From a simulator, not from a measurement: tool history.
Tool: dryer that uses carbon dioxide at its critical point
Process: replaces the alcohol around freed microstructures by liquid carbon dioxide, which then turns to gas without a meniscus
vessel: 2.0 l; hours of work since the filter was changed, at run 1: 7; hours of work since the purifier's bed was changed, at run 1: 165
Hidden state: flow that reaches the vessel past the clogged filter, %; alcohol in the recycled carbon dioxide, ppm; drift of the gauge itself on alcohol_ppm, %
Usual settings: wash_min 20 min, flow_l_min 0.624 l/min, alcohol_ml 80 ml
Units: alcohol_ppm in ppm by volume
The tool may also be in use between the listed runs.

run,hour,wash_min,flow_l_min,alcohol_ml,hours of work since the filter was changed,hours of work since the purifier's bed was changed,alcohol_ppm
1,0.0,20,0.624,80,7,165,309
2,8.3,20,0.624,80,10,168,312
3,22.4,20,0.624,80,16,174,312
4,34.3,27,0.624,80,21,178,86
5,42.4,20,0.624,80,24,181,303
6,55.6,20,0.624,80,29,187,316
7,67.6,20,0.624,80,34,191,306
8,75.1,20,0.624,80,37,194,332
9,86.2,20,0.624,80,41,199,321
10,95.3,20,0.624,80,44,202,330
11,108.0,20,0.392,80,49,207,1796
12,122.0,20,0.392,80,55,213,1811
13,127.9,20,0.392,80,57,215,1785
14,137.7,15,0.392,80,61,219,3912
15,149.4,20,0.851,42,66,223,62
16,161.8,20,0.851,42,71,228,64
17,167.7,20,0.851,42,73,231,68
18,179.2,20,0.531,73,77,235,610
19,188.2,20,0.508,109,81,239,1072
20,194.0,20,0.497,57,83,241,615
21,205.6,19,0.639,39,88,246,220
22,218.2,20,0.497,80,93,251,872
23,231.2,20,0.513,80,98,256,781
24,242.4,14,0.440,56,102,260,2590
25,254.9,14,0.707,80,107,265,986

4 ways to go on from here, each from the tool as it stands after run 25. What would each give?
A,261.9,16,0.885,54,110,268,?
B,261.9,20,0.480,119,110,268,?
C,261.9,21,0.664,39,110,268,?
D,261.9,13,0.421,49,110,268,?

run,alcohol_ppm
A,172
B,1440
C,141
D,2959
Without the tool's hidden state the same runs would have given:
run,alcohol_ppm
A,111
B,1196
C,87
D,2663

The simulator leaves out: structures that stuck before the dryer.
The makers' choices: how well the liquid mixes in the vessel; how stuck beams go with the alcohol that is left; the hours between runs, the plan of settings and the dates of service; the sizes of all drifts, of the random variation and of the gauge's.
